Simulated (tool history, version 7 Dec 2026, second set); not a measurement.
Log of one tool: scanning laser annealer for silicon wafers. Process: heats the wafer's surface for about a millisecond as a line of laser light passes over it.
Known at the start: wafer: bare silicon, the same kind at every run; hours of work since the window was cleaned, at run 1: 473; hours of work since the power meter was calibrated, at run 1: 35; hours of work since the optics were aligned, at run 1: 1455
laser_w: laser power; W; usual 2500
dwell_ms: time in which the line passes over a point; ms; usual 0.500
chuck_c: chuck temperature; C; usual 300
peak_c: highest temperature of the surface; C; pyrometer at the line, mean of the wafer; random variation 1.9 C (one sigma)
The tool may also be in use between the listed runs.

run	day	laser_w	dwell_ms	chuck_c	hours of work since the window was cleaned	hours of work since the power meter was calibrated	hours of work since the optics were aligned	peak_c
1	0.000	2500	0.500	300	473	35	1455	1070
2	0.262	2500	0.500	300	476	38	1458	1069
3	0.558	2500	0.500	300	480	42	1462	1072
4	0.833	2500	0.500	300	483	45	1465	1070
5	1.067	2500	0.500	300	486	48	1468	1070
6	1.496	2500	0.500	300	491	53	1473	1071
7	2.046	2500	0.500	300	498	60	1480	1064
8	2.512	2500	0.357	300	504	66	1486	931
# day 2.662: laser's power meter calibrated
9	3.071	2364	0.500	317	509	5	1491	1040
10	3.546	2729	0.363	302	515	11	1497	999
11	3.867	2728	0.517	302	519	15	1501	1157
12	4.254	2356	0.500	281	524	20	1506	1001
13	4.596	2484	0.613	300	528	24	1510	1154
14	4.858	2291	0.471	311	531	27	1513	986

Hidden state or all else? Some run-to-run changes of peak_c, split into what the settings, what came in and random variation would give without the hidden state, and what is left for the hidden state (with any gauge scatter that isn't in both results):
The hidden state here: light that passes the window, % of a clean one's; laser's true power over the reading, %; width of the line over the set one, %; drift of the gauge itself on peak_c, C.
Run 13 -> 14: laser_w 2484 -> 2291, dwell_ms 0.613 -> 0.471, chuck_c 300 -> 311. peak_c -168 C: hidden state +11, all else -179.
